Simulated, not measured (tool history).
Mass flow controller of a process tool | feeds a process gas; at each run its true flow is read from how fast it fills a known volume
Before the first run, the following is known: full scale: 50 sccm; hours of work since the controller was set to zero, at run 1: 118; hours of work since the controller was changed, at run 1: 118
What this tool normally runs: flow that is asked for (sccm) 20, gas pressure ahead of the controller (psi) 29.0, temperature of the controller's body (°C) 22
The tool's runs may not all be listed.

| run | day | flow that is asked for (sccm) | gas pressure ahead of the controller (psi) | temperature of the controller's body (°C) | hours of work since the controller was set to zero | hours of work since the controller was changed | true flow (%) |
|---|---|---|---|---|---|---|---|
| 1 | 0.000 | 20 | 29.0 | 22 | 118 | 118 | 97.83 |
| 2 | 1.350 | 20 | 29.0 | 22 | 142 | 142 | 97.80 |
| 3 | 4.258 | 20 | 29.0 | 22 | 192 | 192 | 97.80 |
| 4 | 6.779 | 20 | 29.0 | 22 | 235 | 235 | 97.68 |
| 5 | 8.229 | 20 | 29.0 | 22 | 260 | 260 | 97.81 |
| 6 | 10.188 | 20 | 29.0 | 22 | 294 | 294 | 97.47 |
| 7 | 12.867 | 20 | 29.0 | 22 | 340 | 340 | 97.53 |
| 8 | 15.150 | 20 | 29.0 | 22 | 379 | 379 | 97.57 |
| 9 | 18.258 | 20 | 29.0 | 22 | 433 | 433 | 97.50 |
| 10 | 20.642 | 20 | 29.0 | 22 | 474 | 474 | 97.59 |
| 11 | 22.875 | 20 | 29.0 | 22 | 513 | 513 | 97.51 |
| 12 | 25.388 | 20 | 29.0 | 22 | 556 | 556 | 97.33 |
| 13 | 28.075 | 20 | 29.0 | 22 | 602 | 602 | 97.36 |
| 14 | 29.904 | 11 | 29.0 | 22 | 634 | 634 | 96.31 |
| 15 | 31.688 | 11 | 27.1 | 22 | 664 | 664 | 96.42 |
| 16 | 33.092 | 11 | 27.1 | 22 | 689 | 689 | 96.39 |
| 17 | 35.479 | 20 | 29.0 | 30 | 730 | 730 | 98.11 |
| 18 | 37.242 | 37 | 29.0 | 30 | 760 | 760 | 99.39 |
| 19 | 38.771 | 20 | 29.0 | 22 | 786 | 786 | 97.18 |
| 20 | 41.267 | 20 | 29.0 | 22 | 829 | 829 | 97.23 |
| 21 | 42.758 | 20 | 29.0 | 22 | 855 | 855 | 97.07 |
| 22 | 44.408 | 20 | 29.0 | 22 | 884 | 884 | 96.97 |
| 23 | 45.942 | 20 | 29.0 | 22 | 910 | 910 | 97.10 |
| 24 | 47.979 | 20 | 29.3 | 22 | 945 | 945 | 97.06 |
| 25 | 49.321 | 19 | 29.0 | 23 | 968 | 968 | 96.93 |
| 26 | 52.404 | 19 | 29.0 | 23 | 1021 | 1021 | 96.96 |
| 27 | 54.733 | 14 | 31.5 | 23 | 1061 | 1061 | 96.43 |
| 28 | 56.533 | 49 | 31.8 | 22 | 1093 | 1093 | 99.40 |
| 29 | 59.442 | 21 | 24.5 | 38 | 1143 | 1143 | 98.41 |
| 30 | 61.604 | 6 | 25.4 | 28 | 1180 | 1180 | 94.51 |
| 31 | 63.438 | 6 | 25.4 | 28 | 1212 | 1212 | 94.52 |
| 32 | 65.442 | 6 | 40.6 | 28 | 1246 | 1246 | 94.57 |
| 33 | 67.546 | 36 | 29.0 | 22 | 1282 | 1282 | 98.15 |
| 34 | 70.404 | 11 | 21.2 | 34 | 1332 | 1332 | 96.34 |
| 35 | 71.975 | 11 | 21.2 | 34 | 1359 | 1359 | 96.33 |
| 36 | 74.583 | 40 | 25.7 | 22 | 1404 | 1404 | 98.36 |
| 37 | 77.125 | 44 | 29.0 | 34 | 1447 | 1447 | 99.80 |
| 38 | 79.788 | 32 | 30.6 | 32 | 1493 | 1493 | 98.68 |
| 39 | 82.696 | 14 | 23.8 | 28 | 1543 | 1543 | 96.18 |
| 40 | 85.696 | 14 | 23.8 | 29 | 1595 | 1595 | 96.20 |
| 41 | 87.258 | 36 | 29.9 | 22 | 1622 | 1622 | 98.06 |
| 42 | 90.283 | 36 | 29.9 | 22 | 1674 | 1674 | 97.93 |
| 43 | 91.746 | 36 | 26.4 | 32 | 1699 | 1699 | 98.83 |
| 44 | 93.388 | 36 | 26.4 | 32 | 1728 | 1728 | 98.77 |
| 45 | 95.721 | 20 | 29.0 | 21 | 1768 | 1768 | 96.04 |
| 46 | 98.304 | 30 | 30.9 | 22 | 1812 | 1812 | 97.37 |
| 47 | 100.917 | 20 | 24.8 | 22 | 1857 | 1857 | 96.08 |
| 48 | 103.721 | 20 | 24.8 | 22 | 1906 | 1906 | 95.96 |

3 options for the next run, each taken on its own from the tool as it stands now. Forecast them:
| A | 106.850 | 20 | 21.5 | 26 | 1960 | 1960 | ? |
| B | 106.850 | 20 | 37.9 | 34 | 1960 | 1960 | ? |
| C | 106.850 | 20 | 29.0 | 22 | 1960 | 1960 | ? |

| run | true flow (%) |
|---|---|
| A | 96.41 |
| B | 97.28 |
| C | 96.17 |
Without the tool's hidden state the same runs would have given:
| run | true flow (%) |
|---|---|
| A | 98.06 |
| B | 98.94 |
| C | 97.83 |
